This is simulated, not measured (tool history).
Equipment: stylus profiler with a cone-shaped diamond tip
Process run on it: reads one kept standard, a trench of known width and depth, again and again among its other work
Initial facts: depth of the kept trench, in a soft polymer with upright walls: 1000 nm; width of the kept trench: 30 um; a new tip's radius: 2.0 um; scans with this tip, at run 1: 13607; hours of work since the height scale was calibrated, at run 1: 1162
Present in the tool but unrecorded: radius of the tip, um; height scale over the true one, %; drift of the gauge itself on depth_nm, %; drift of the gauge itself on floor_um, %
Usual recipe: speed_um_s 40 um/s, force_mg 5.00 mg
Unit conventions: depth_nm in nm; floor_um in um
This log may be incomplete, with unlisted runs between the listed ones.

run	hour	speed_um_s	force_mg	scans with this tip	hours of work since the height scale was calibrated	depth_nm	floor_um
1	0.0	40	5.00	13607	1162	1014.93	23.05
2	14.7	40	5.00	13696	1169	1015.11	23.03
3	40.4	40	5.00	13850	1183	1015.37	23.01
4	57.1	40	2.70	13950	1191	1008.96	22.95
5	78.4	40	2.70	14078	1202	1009.07	22.93
# hour 96.5: new tip fitted, height scale calibrated
6	104.8	40	2.70	50	4	1011.55	26.36
7	121.2	40	3.86	149	13	1014.31	26.39
8	151.2	38	5.00	329	28	1016.98	26.32
9	170.8	38	5.00	446	38	1017.54	26.34
10	194.7	38	5.00	589	50	1017.35	26.29
11	214.5	38	5.00	709	60	1017.47	26.28
12	237.5	40	5.00	846	72	1017.51	26.12
13	257.7	40	6.89	967	83	1021.49	26.12
14	283.4	19	6.89	1122	96	1021.72	26.15
15	302.7	19	6.89	1238	106	1021.65	26.08
16	330.4	19	6.89	1404	120	1021.47	26.08
17	344.3	19	6.89	1487	127	1021.23	26.00
18	360.9	40	5.00	1587	135	1016.91	25.97
19	389.6	40	5.00	1759	150	1016.56	25.87
20	414.9	40	5.00	1911	163	1017.29	25.78
21	433.7	40	5.00	2023	173	1017.13	25.76
22	459.9	40	7.89	2181	186	1023.34	25.76
23	480.9	40	1.70	2307	197	1008.11	25.58
24	510.5	133	13.04	2484	212	1033.03	25.48
25	524.5	30	13.04	2568	219	1032.93	25.72
26	547.3	30	13.04	2705	231	1033.20	25.66
27	560.4	30	13.04	2784	238	1032.70	25.62
28	574.3	17	5.94	2867	245	1018.64	25.67
29	588.9	18	2.98	2955	252	1012.08	25.62

Expected results for the next run?
30	605.1	77	2.98	3052	261	?	?

Run 30 yielded depth_nm 1011.98 nm, floor_um 25.26 um.
With no hidden state in the tool, this same run would have given depth_nm 1012.96 nm, floor_um 26.16 um.
